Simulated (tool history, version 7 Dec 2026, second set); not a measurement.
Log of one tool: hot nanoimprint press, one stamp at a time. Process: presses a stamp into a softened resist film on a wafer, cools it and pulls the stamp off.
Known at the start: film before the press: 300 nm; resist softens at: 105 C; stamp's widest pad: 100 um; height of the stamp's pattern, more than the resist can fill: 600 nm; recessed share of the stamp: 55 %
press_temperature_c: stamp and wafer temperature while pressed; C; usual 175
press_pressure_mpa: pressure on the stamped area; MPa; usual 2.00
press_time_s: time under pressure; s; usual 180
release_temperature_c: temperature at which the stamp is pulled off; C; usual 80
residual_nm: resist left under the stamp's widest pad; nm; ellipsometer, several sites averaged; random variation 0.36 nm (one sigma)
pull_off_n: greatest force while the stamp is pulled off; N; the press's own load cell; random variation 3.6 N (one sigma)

run    day  press_temperature_c  press_pressure_mpa  press_time_s  release_temperature_c  residual_nm  pull_off_n
  1  0.000                  175                2.00           180                     80        141.0         236
  2  0.400                  175                2.00           180                     80        140.6         237
  3  0.596                  186                2.00           180                     80         84.8         244
  4  0.883                  186                2.00           180                     80         84.9         237
  5  1.258                  186                2.00           180                     80         85.4         240
  6  1.538                  180                2.00           180                     80        111.5         243
  7  1.908                  180                2.00           180                     80        111.2         256
  8  2.183                  173                2.00           180                     80        153.5         265
  9  2.462                  173                2.00           180                     80        153.4         257
 10  2.704                  173                2.00           180                     65        153.7         297
     2.850  -- plate thermocouple calibrated
 11  3.012                  173                2.00           180                     65        153.3         293
 12  3.254                  173                2.00           180                     65        153.2         291
 13  3.421                  173                2.00           180                     65        153.3         306
 14  3.642                  173                1.58           350                     84        132.5         262
 15  3.975                  172                1.49           133                     71        195.8         303
 16  4.317                  172                1.49           126                     72        198.4         291
 17  4.542                  183                2.00           180                     75         97.2         287
 18  4.796                  183                1.33           180                     78        117.6         287
     5.038  -- plate thermocouple calibrated, once more
 19  5.096                  183                3.02           173                     68         81.5         319
 20  5.308                  182                2.00           180                     80        103.6         285
 21  5.642                  186                2.00           180                     80         86.2         285
 22  5.933                  186                2.00           180                     80         86.5         290
 23  6.100                  186                2.00           180                     83         86.7         273
 24  6.383                  186                2.00           180                     83         85.7         279
 25  6.762                  178                2.00            94                     80        157.0         294

3 ways to go on from here, each from the tool as it stands after run 25. What would each give?
  A  7.092                  175                2.00            91                     71            ?           ?
  B  7.092                  170                2.62            94                     80            ?           ?
  C  7.092                  167                2.00            99                     86            ?           ?

run  residual_nm  pull_off_n
  A        180.5         322
  B        195.9         296
  C        230.8         284
Without the tool's hidden state the same runs would have given:
run  residual_nm  pull_off_n
  A        179.8         185
  B        195.1         170
  C        230.1         162
